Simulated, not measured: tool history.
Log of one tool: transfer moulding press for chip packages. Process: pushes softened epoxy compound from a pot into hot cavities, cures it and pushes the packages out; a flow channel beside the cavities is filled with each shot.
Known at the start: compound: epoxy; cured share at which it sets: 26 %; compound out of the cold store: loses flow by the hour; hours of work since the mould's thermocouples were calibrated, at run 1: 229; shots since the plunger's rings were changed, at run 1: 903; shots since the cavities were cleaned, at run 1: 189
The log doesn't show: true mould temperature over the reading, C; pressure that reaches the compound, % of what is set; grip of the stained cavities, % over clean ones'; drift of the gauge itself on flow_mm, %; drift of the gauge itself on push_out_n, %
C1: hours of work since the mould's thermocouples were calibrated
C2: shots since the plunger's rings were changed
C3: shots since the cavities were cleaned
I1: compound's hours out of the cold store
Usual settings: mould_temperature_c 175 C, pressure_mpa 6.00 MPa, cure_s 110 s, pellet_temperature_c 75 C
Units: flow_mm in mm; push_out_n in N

{"run": 1, "day": 0.0, "mould_temperature_c": 175, "pressure_mpa": 6.0, "cure_s": 110, "pellet_temperature_c": 75, "C1": 229, "C2": 903, "C3": 189, "I1": 46.5, "flow_mm": 706, "push_out_n": 247}
{"run": 2, "day": 1.633, "mould_temperature_c": 175, "pressure_mpa": 6.0, "cure_s": 110, "pellet_temperature_c": 78, "C1": 252, "C2": 1267, "C3": 553, "I1": 38.7, "flow_mm": 728, "push_out_n": 256}
{"run": 3, "day": 2.525, "mould_temperature_c": 175, "pressure_mpa": 6.0, "cure_s": 110, "pellet_temperature_c": 78, "C1": 265, "C2": 1465, "C3": 751, "I1": 39.2, "flow_mm": 734, "push_out_n": 245}
{"day": 3.617, "done": "cavities cleaned with cleaning compound and waxed"}
{"run": 4, "day": 3.942, "mould_temperature_c": 179, "pressure_mpa": 6.0, "cure_s": 110, "pellet_temperature_c": 75, "C1": 285, "C2": 1768, "C3": 73, "I1": 31.9, "flow_mm": 737, "push_out_n": 229}
{"run": 5, "day": 5.308, "mould_temperature_c": 175, "pressure_mpa": 6.0, "cure_s": 110, "pellet_temperature_c": 75, "C1": 305, "C2": 2072, "C3": 377, "I1": 29.8, "flow_mm": 734, "push_out_n": 259}
{"run": 6, "day": 6.833, "mould_temperature_c": 175, "pressure_mpa": 5.75, "cure_s": 110, "pellet_temperature_c": 75, "C1": 327, "C2": 2413, "C3": 718, "I1": 34.0, "flow_mm": 714, "push_out_n": 264}
{"day": 8.054, "done": "cavities cleaned with cleaning compound and waxed"}
{"run": 7, "day": 8.317, "mould_temperature_c": 175, "pressure_mpa": 5.75, "cure_s": 110, "pellet_temperature_c": 75, "C1": 347, "C2": 2729, "C3": 58, "I1": 41.5, "flow_mm": 699, "push_out_n": 261}
{"run": 8, "day": 9.2, "mould_temperature_c": 179, "pressure_mpa": 6.0, "cure_s": 110, "pellet_temperature_c": 75, "C1": 360, "C2": 2927, "C3": 256, "I1": 10.2, "flow_mm": 787, "push_out_n": 227}
{"run": 9, "day": 10.542, "mould_temperature_c": 179, "pressure_mpa": 6.0, "cure_s": 110, "pellet_temperature_c": 75, "C1": 379, "C2": 3226, "C3": 555, "I1": 21.8, "flow_mm": 752, "push_out_n": 231}
{"run": 10, "day": 11.804, "mould_temperature_c": 179, "pressure_mpa": 6.0, "cure_s": 110, "pellet_temperature_c": 75, "C1": 398, "C2": 3507, "C3": 836, "I1": 40.2, "flow_mm": 719, "push_out_n": 223}
{"day": 12.479, "done": "cavities cleaned with cleaning compound and waxed"}
{"run": 11, "day": 13.096, "mould_temperature_c": 175, "pressure_mpa": 4.74, "cure_s": 110, "pellet_temperature_c": 81, "C1": 416, "C2": 3782, "C3": 138, "I1": 21.5, "flow_mm": 678, "push_out_n": 255}
{"run": 12, "day": 14.792, "mould_temperature_c": 168, "pressure_mpa": 5.8, "cure_s": 99, "pellet_temperature_c": 78, "C1": 440, "C2": 4160, "C3": 516, "I1": 9.9, "flow_mm": 807, "push_out_n": 523}
{"run": 13, "day": 15.958, "mould_temperature_c": 180, "pressure_mpa": 6.0, "cure_s": 101, "pellet_temperature_c": 75, "C1": 457, "C2": 4421, "C3": 777, "I1": 17.7, "flow_mm": 755, "push_out_n": 240}
{"day": 16.812, "done": "cavities cleaned with cleaning compound and waxed"}
{"run": 14, "day": 16.862, "mould_temperature_c": 180, "pressure_mpa": 6.45, "cure_s": 135, "pellet_temperature_c": 75, "C1": 469, "C2": 4608, "C3": 11, "I1": 39.3, "flow_mm": 732, "push_out_n": 189}
{"run": 15, "day": 18.267, "mould_temperature_c": 180, "pressure_mpa": 6.45, "cure_s": 135, "pellet_temperature_c": 75, "C1": 489, "C2": 4921, "C3": 324, "I1": 25.9, "flow_mm": 758, "push_out_n": 212}
{"run": 16, "day": 20.058, "mould_temperature_c": 174, "pressure_mpa": 5.27, "cure_s": 106, "pellet_temperature_c": 76, "C1": 515, "C2": 5321, "C3": 724, "I1": 23.1, "flow_mm": 712, "push_out_n": 288}
{"day": 21.183, "done": "cavities cleaned with cleaning compound and waxed"}
{"run": 17, "day": 21.208, "mould_temperature_c": 177, "pressure_mpa": 5.59, "cure_s": 118, "pellet_temperature_c": 69, "C1": 531, "C2": 5564, "C3": 6, "I1": 45.1, "flow_mm": 679, "push_out_n": 217}
{"run": 18, "day": 22.017, "mould_temperature_c": 180, "pressure_mpa": 5.38, "cure_s": 98, "pellet_temperature_c": 82, "C1": 543, "C2": 5744, "C3": 186, "I1": 19.3, "flow_mm": 721, "push_out_n": 242}
{"day": 22.642, "done": "plunger's sealing rings changed"}
{"run": 19, "day": 23.579, "mould_temperature_c": 175, "pressure_mpa": 5.66, "cure_s": 92, "pellet_temperature_c": 65, "C1": 564, "C2": 210, "C3": 512, "I1": 43.3, "flow_mm": 692, "push_out_n": 358}
{"run": 20, "day": 25.475, "mould_temperature_c": 175, "pressure_mpa": 5.66, "cure_s": 92, "pellet_temperature_c": 65, "C1": 592, "C2": 632, "C3": 934, "I1": 24.2, "flow_mm": 732, "push_out_n": 372}

3 ways to go on from here, each from the tool as it stands after run 20. What would each give?
{"day": 25.65, "done": "cavities cleaned with cleaning compound and waxed"}
{"run": "A", "day": 26.458, "mould_temperature_c": 170, "pressure_mpa": 5.66, "cure_s": 119, "pellet_temperature_c": 65, "C1": 605, "C2": 837, "C3": 180, "I1": 25.2, "flow_mm": "?", "push_out_n": "?"}
{"day": 25.65, "done": "cavities cleaned with cleaning compound and waxed"}
{"run": "B", "day": 26.458, "mould_temperature_c": 175, "pressure_mpa": 5.66, "cure_s": 131, "pellet_temperature_c": 70, "C1": 605, "C2": 837, "C3": 180, "I1": 16.5, "flow_mm": "?", "push_out_n": "?"}
{"day": 25.65, "done": "cavities cleaned with cleaning compound and waxed"}
{"run": "C", "day": 26.458, "mould_temperature_c": 179, "pressure_mpa": 7.49, "cure_s": 92, "pellet_temperature_c": 71, "C1": 605, "C2": 837, "C3": 180, "I1": 42.2, "flow_mm": "?", "push_out_n": "?"}

run=A flow_mm=751 push_out_n=301
run=B flow_mm=752 push_out_n=220
run=C flow_mm=789 push_out_n=280
Without the tool's hidden state the same runs would have given:
run=A flow_mm=752 push_out_n=299
run=B flow_mm=753 push_out_n=219
run=C flow_mm=789 push_out_n=279
